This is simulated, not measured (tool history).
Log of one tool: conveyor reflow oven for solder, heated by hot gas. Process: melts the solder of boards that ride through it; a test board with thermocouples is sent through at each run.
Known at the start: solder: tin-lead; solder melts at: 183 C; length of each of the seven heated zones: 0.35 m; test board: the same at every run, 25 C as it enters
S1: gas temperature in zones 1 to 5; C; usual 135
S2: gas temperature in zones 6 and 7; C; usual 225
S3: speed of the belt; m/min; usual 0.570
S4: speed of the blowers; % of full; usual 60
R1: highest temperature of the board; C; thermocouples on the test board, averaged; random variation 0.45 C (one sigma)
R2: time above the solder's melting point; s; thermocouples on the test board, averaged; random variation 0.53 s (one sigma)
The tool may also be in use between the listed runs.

run	day	S1	S2	S3	S4	R1	R2
1	0.000	135	225	0.570	60	202.9	39.1
2	0.275	135	225	0.570	60	203.8	40.0
3	0.629	135	225	0.570	60	202.7	39.0
4	1.062	135	225	0.570	60	202.6	40.0
5	1.517	135	225	0.570	66	204.7	41.0
6	1.975	130	225	0.570	66	204.0	39.2
7	2.350	135	225	0.482	60	208.7	54.2
8	2.671	126	225	0.570	60	200.6	33.7
9	2.967	126	225	0.570	60	200.3	33.7
10	3.192	126	225	0.570	60	200.9	33.7
11	3.533	126	225	0.570	60	201.0	34.0
12	3.908	126	225	0.570	60	200.3	34.2
13	4.288	126	225	0.570	60	200.5	34.2
14	4.679	126	225	0.570	60	200.8	33.6
# day 5.171: flux residue cleaned out of gas plates and filters
15	5.262	135	225	0.570	60	203.0	40.7
16	5.571	137	226	0.667	67	201.4	32.4
17	6.096	142	233	0.570	60	211.6	52.6
18	6.500	142	216	0.570	78	201.3	42.5
19	6.842	127	231	0.570	70	208.6	45.3
20	7.325	127	231	0.570	70	209.0	46.2
21	7.846	139	231	0.570	70	211.9	51.9
22	8.288	121	231	0.469	64	213.2	57.9
23	8.833	121	231	0.469	64	212.5	58.8
24	9.317	135	236	0.573	59	211.4	47.9
25	9.712	149	236	0.633	59	211.0	47.5

Forecast run 26:
26	10.192	143	227	0.600	50	?	?

{"run 26": {"R1": 201.4, "R2": 38.5}}
Without the tool's hidden state the same run would have given R1 203.7 C, R2 41.1 s.

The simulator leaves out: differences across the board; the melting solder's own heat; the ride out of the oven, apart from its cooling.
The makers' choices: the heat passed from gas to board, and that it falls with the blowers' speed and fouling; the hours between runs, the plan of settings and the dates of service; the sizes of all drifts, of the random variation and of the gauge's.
